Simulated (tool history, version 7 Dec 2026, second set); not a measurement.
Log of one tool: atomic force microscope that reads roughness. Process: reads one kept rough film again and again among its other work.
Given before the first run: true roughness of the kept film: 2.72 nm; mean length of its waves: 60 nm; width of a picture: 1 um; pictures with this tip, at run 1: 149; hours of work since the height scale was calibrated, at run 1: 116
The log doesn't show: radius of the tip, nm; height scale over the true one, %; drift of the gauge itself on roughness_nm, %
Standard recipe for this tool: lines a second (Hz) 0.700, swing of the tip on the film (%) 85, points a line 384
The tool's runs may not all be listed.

run,hour,lines a second (Hz),swing of the tip on the film (%),points a line,pictures with this tip,hours of work since the height scale was calibrated,roughness of the kept film (nm (root mean square))
1,0.0,0.700,85,384,149,116,2.386
2,4.7,0.700,85,384,155,119,2.387
3,14.2,0.700,64,384,167,123,2.478
4,24.0,0.700,64,384,180,127,2.470
5,34.1,0.700,85,384,193,132,2.374
6,44.0,0.700,85,384,205,136,2.373
7,49.7,0.700,85,384,213,139,2.359
8,54.6,0.700,85,384,219,141,2.360
9,62.4,0.700,85,384,229,145,2.345
10,67.6,0.700,85,384,236,147,2.345
# hour 73.3: new tip fitted
11,77.7,0.700,85,384,5,152,2.492
12,82.1,0.700,85,384,11,154,2.483
13,90.4,0.700,85,384,22,157,2.478
14,100.1,0.700,85,384,34,162,2.474
15,105.9,2.106,86,384,42,164,2.216
16,113.9,1.496,86,435,52,168,2.314
17,121.4,0.760,86,427,62,172,2.451
18,131.6,3.663,86,898,75,176,2.016
19,135.8,3.145,66,307,80,178,2.373
20,143.7,0.596,85,717,90,182,2.460
21,153.7,2.574,60,1014,103,186,2.445
22,160.8,2.574,60,1014,112,189,2.445

Describe how what the log doesn't record of the tool's condition differs between the last listed run preceding each entry between runs and the first listed run following it.
Logged between run 10 and run 11: new tip fitted (hour 73.3)
  radius of the tip, nm: 33.6 -> 10.6
  the result without the hidden state subtracted from the measured one, roughness of the kept film (nm (root mean square)): -0.160 -> -0.005

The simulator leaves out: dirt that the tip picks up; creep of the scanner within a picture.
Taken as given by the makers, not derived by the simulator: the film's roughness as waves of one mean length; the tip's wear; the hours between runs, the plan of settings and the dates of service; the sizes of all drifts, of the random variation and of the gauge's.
